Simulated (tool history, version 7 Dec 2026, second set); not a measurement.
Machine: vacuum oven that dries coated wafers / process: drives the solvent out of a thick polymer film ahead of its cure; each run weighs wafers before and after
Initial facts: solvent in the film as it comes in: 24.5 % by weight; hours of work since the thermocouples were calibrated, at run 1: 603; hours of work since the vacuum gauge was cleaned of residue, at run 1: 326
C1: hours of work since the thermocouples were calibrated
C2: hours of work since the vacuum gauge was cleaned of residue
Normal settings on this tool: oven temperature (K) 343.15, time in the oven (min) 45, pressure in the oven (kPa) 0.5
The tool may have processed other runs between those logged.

run 1 hour=0 | oven_temperature_(K)=343.15 time_in_the_oven_(min)=45 pressure_in_the_oven_(kPa)=0.5 | C1=603 C2=326 | solvent_left_in_the_film_(%)=6.08
run 2 hour=6.9 | oven_temperature_(K)=343.15 time_in_the_oven_(min)=45 pressure_in_the_oven_(kPa)=0.5 | C1=608 C2=331 | solvent_left_in_the_film_(%)=5.95
run 3 hour=13.8 | oven_temperature_(K)=343.15 time_in_the_oven_(min)=45 pressure_in_the_oven_(kPa)=0.5 | C1=613 C2=336 | solvent_left_in_the_film_(%)=5.93
run 4 hour=22.9 | oven_temperature_(K)=343.15 time_in_the_oven_(min)=45 pressure_in_the_oven_(kPa)=0.5 | C1=620 C2=343 | solvent_left_in_the_film_(%)=5.95
run 5 hour=33.8 | oven_temperature_(K)=343.15 time_in_the_oven_(min)=45 pressure_in_the_oven_(kPa)=0.5 | C1=628 C2=351 | solvent_left_in_the_film_(%)=6.07
run 6 hour=39.6 | oven_temperature_(K)=343.15 time_in_the_oven_(min)=45 pressure_in_the_oven_(kPa)=0.677 | C1=632 C2=355 | solvent_left_in_the_film_(%)=5.98
run 7 hour=48.9 | oven_temperature_(K)=343.15 time_in_the_oven_(min)=45 pressure_in_the_oven_(kPa)=0.677 | C1=639 C2=362 | solvent_left_in_the_film_(%)=6.02
run 8 hour=56.9 | oven_temperature_(K)=343.15 time_in_the_oven_(min)=45 pressure_in_the_oven_(kPa)=0.5 | C1=645 C2=368 | solvent_left_in_the_film_(%)=5.84
run 9 hour=69.1 | oven_temperature_(K)=343.15 time_in_the_oven_(min)=45 pressure_in_the_oven_(kPa)=1.558 | C1=654 C2=377 | solvent_left_in_the_film_(%)=6.19
run 10 hour=79.3 | oven_temperature_(K)=343.15 time_in_the_oven_(min)=45 pressure_in_the_oven_(kPa)=1.558 | C1=661 C2=384 | solvent_left_in_the_film_(%)=6.21
run 11 hour=84.6 | oven_temperature_(K)=343.15 time_in_the_oven_(min)=45 pressure_in_the_oven_(kPa)=0.5 | C1=665 C2=388 | solvent_left_in_the_film_(%)=5.94
run 12 hour=94.9 | oven_temperature_(K)=343.15 time_in_the_oven_(min)=45 pressure_in_the_oven_(kPa)=0.5 | C1=673 C2=396 | solvent_left_in_the_film_(%)=5.98
run 13 hour=106.5 | oven_temperature_(K)=343.15 time_in_the_oven_(min)=45 pressure_in_the_oven_(kPa)=0.5 | C1=681 C2=404 | solvent_left_in_the_film_(%)=5.83
run 14 hour=118.6 | oven_temperature_(K)=343.15 time_in_the_oven_(min)=45 pressure_in_the_oven_(kPa)=0.5 | C1=690 C2=413 | solvent_left_in_the_film_(%)=5.99
-- hour=121.3 oven's thermocouples calibrated
run 15 hour=127.8 | oven_temperature_(K)=343.15 time_in_the_oven_(min)=45 pressure_in_the_oven_(kPa)=0.5 | C1=5 C2=419 | solvent_left_in_the_film_(%)=6.22
run 16 hour=133.4 | oven_temperature_(K)=336.15 time_in_the_oven_(min)=45 pressure_in_the_oven_(kPa)=0.5 | C1=9 C2=423 | solvent_left_in_the_film_(%)=10.02
run 17 hour=140.1 | oven_temperature_(K)=336.15 time_in_the_oven_(min)=45 pressure_in_the_oven_(kPa)=0.5 | C1=14 C2=428 | solvent_left_in_the_film_(%)=10.02
-- hour=145.9 oven's thermocouples calibrated, once more
run 18 hour=149.4 | oven_temperature_(K)=343.15 time_in_the_oven_(min)=45 pressure_in_the_oven_(kPa)=1.887 | C1=3 C2=433 | solvent_left_in_the_film_(%)=5.67
run 19 hour=156 | oven_temperature_(K)=343.15 time_in_the_oven_(min)=45 pressure_in_the_oven_(kPa)=1.887 | C1=7 C2=438 | solvent_left_in_the_film_(%)=5.97
run 20 hour=164.2 | oven_temperature_(K)=343.15 time_in_the_oven_(min)=45 pressure_in_the_oven_(kPa)=0.5 | C1=13 C2=444 | solvent_left_in_the_film_(%)=5.47
run 21 hour=171.6 | oven_temperature_(K)=343.15 time_in_the_oven_(min)=30 pressure_in_the_oven_(kPa)=0.5 | C1=19 C2=449 | solvent_left_in_the_film_(%)=8.49
run 22 hour=176.6 | oven_temperature_(K)=343.15 time_in_the_oven_(min)=30 pressure_in_the_oven_(kPa)=0.5 | C1=23 C2=453 | solvent_left_in_the_film_(%)=8.25
run 23 hour=184.9 | oven_temperature_(K)=343.15 time_in_the_oven_(min)=45 pressure_in_the_oven_(kPa)=0.528 | C1=29 C2=459 | solvent_left_in_the_film_(%)=5.44
run 24 hour=193.7 | oven_temperature_(K)=335.15 time_in_the_oven_(min)=45 pressure_in_the_oven_(kPa)=0.5 | C1=35 C2=465 | solvent_left_in_the_film_(%)=9.98
run 25 hour=200.9 | oven_temperature_(K)=335.15 time_in_the_oven_(min)=45 pressure_in_the_oven_(kPa)=0.5 | C1=40 C2=471 | solvent_left_in_the_film_(%)=10.19
run 26 hour=208.2 | oven_temperature_(K)=335.15 time_in_the_oven_(min)=45 pressure_in_the_oven_(kPa)=0.5 | C1=46 C2=476 | solvent_left_in_the_film_(%)=9.88
run 27 hour=215.3 | oven_temperature_(K)=335.15 time_in_the_oven_(min)=45 pressure_in_the_oven_(kPa)=0.5 | C1=51 C2=481 | solvent_left_in_the_film_(%)=10.06
run 28 hour=226.3 | oven_temperature_(K)=328.15 time_in_the_oven_(min)=37 pressure_in_the_oven_(kPa)=1.226 | C1=59 C2=489 | solvent_left_in_the_film_(%)=14.74
run 29 hour=231.8 | oven_temperature_(K)=340.15 time_in_the_oven_(min)=45 pressure_in_the_oven_(kPa)=0.337 | C1=63 C2=493 | solvent_left_in_the_film_(%)=7.19
run 30 hour=238.8 | oven_temperature_(K)=356.15 time_in_the_oven_(min)=45 pressure_in_the_oven_(kPa)=0.54 | C1=68 C2=499 | solvent_left_in_the_film_(%)=0.83
run 31 hour=247.8 | oven_temperature_(K)=356.15 time_in_the_oven_(min)=45 pressure_in_the_oven_(kPa)=0.54 | C1=75 C2=505 | solvent_left_in_the_film_(%)=0.86
run 32 hour=256.2 | oven_temperature_(K)=343.15 time_in_the_oven_(min)=34 pressure_in_the_oven_(kPa)=0.5 | C1=81 C2=511 | solvent_left_in_the_film_(%)=7.66
run 33 hour=267.2 | oven_temperature_(K)=332.15 time_in_the_oven_(min)=62 pressure_in_the_oven_(kPa)=0.297 | C1=89 C2=520 | solvent_left_in_the_film_(%)=9.54
run 34 hour=277.9 | oven_temperature_(K)=332.15 time_in_the_oven_(min)=62 pressure_in_the_oven_(kPa)=0.297 | C1=97 C2=527 | solvent_left_in_the_film_(%)=9.67
run 35 hour=283.2 | oven_temperature_(K)=347.15 time_in_the_oven_(min)=46 pressure_in_the_oven_(kPa)=1.402 | C1=101 C2=531 | solvent_left_in_the_film_(%)=3.68
run 36 hour=292.9 | oven_temperature_(K)=344.15 time_in_the_oven_(min)=46 pressure_in_the_oven_(kPa)=1.34 | C1=108 C2=538 | solvent_left_in_the_film_(%)=5.15
run 37 hour=301.6 | oven_temperature_(K)=344.15 time_in_the_oven_(min)=46 pressure_in_the_oven_(kPa)=1.34 | C1=114 C2=545 | solvent_left_in_the_film_(%)=5.18
run 38 hour=310.5 | oven_temperature_(K)=355.15 time_in_the_oven_(min)=25 pressure_in_the_oven_(kPa)=1.198 | C1=121 C2=551 | solvent_left_in_the_film_(%)=3.61
run 39 hour=316.5 | oven_temperature_(K)=355.15 time_in_the_oven_(min)=25 pressure_in_the_oven_(kPa)=1.198 | C1=125 C2=556 | solvent_left_in_the_film_(%)=3.81
run 40 hour=322.4 | oven_temperature_(K)=355.15 time_in_the_oven_(min)=25 pressure_in_the_oven_(kPa)=1.198 | C1=130 C2=560 | solvent_left_in_the_film_(%)=3.75
run 41 hour=330.3 | oven_temperature_(K)=355.15 time_in_the_oven_(min)=25 pressure_in_the_oven_(kPa)=1.198 | C1=136 C2=566 | solvent_left_in_the_film_(%)=3.69
run 42 hour=340.6 | oven_temperature_(K)=346.15 time_in_the_oven_(min)=23 pressure_in_the_oven_(kPa)=0.645 | C1=143 C2=573 | solvent_left_in_the_film_(%)=8.8
run 43 hour=352 | oven_temperature_(K)=346.15 time_in_the_oven_(min)=23 pressure_in_the_oven_(kPa)=0.259 | C1=151 C2=582 | solvent_left_in_the_film_(%)=8.59
run 44 hour=361.3 | oven_temperature_(K)=346.15 time_in_the_oven_(min)=52 pressure_in_the_oven_(kPa)=0.894 | C1=158 C2=589 | solvent_left_in_the_film_(%)=3.32
run 45 hour=370.8 | oven_temperature_(K)=333.15 time_in_the_oven_(min)=45 pressure_in_the_oven_(kPa)=0.5 | C1=165 C2=596 | solvent_left_in_the_film_(%)=11.01
run 46 hour=375.8 | oven_temperature_(K)=333.15 time_in_the_oven_(min)=45 pressure_in_the_oven_(kPa)=0.5 | C1=169 C2=599 | solvent_left_in_the_film_(%)=11
run 47 hour=384.4 | oven_temperature_(K)=333.15 time_in_the_oven_(min)=45 pressure_in_the_oven_(kPa)=0.5 | C1=175 C2=606 | solvent_left_in_the_film_(%)=11.52

Branching from run 47: 3 alternative next runs. What would each branch give?
run A hour=393.5 | oven_temperature_(K)=343.15 time_in_the_oven_(min)=39 pressure_in_the_oven_(kPa)=0.339 | C1=182 C2=612 | solvent_left_in_the_film_(%)=?
run B hour=393.5 | oven_temperature_(K)=349.15 time_in_the_oven_(min)=24 pressure_in_the_oven_(kPa)=1.623 | C1=182 C2=612 | solvent_left_in_the_film_(%)=?
run C hour=393.5 | oven_temperature_(K)=338.15 time_in_the_oven_(min)=47 pressure_in_the_oven_(kPa)=0.91 | C1=182 C2=612 | solvent_left_in_the_film_(%)=?

run=A solvent_left_in_the_film_(%)=6.7
run=B solvent_left_in_the_film_(%)=7.15
run=C solvent_left_in_the_film_(%)=8.28
With the hidden condition removed and each run's random variation left untouched, the same runs would have given:
run=A solvent_left_in_the_film_(%)=6.69
run=B solvent_left_in_the_film_(%)=7.14
run=C solvent_left_in_the_film_(%)=8.26
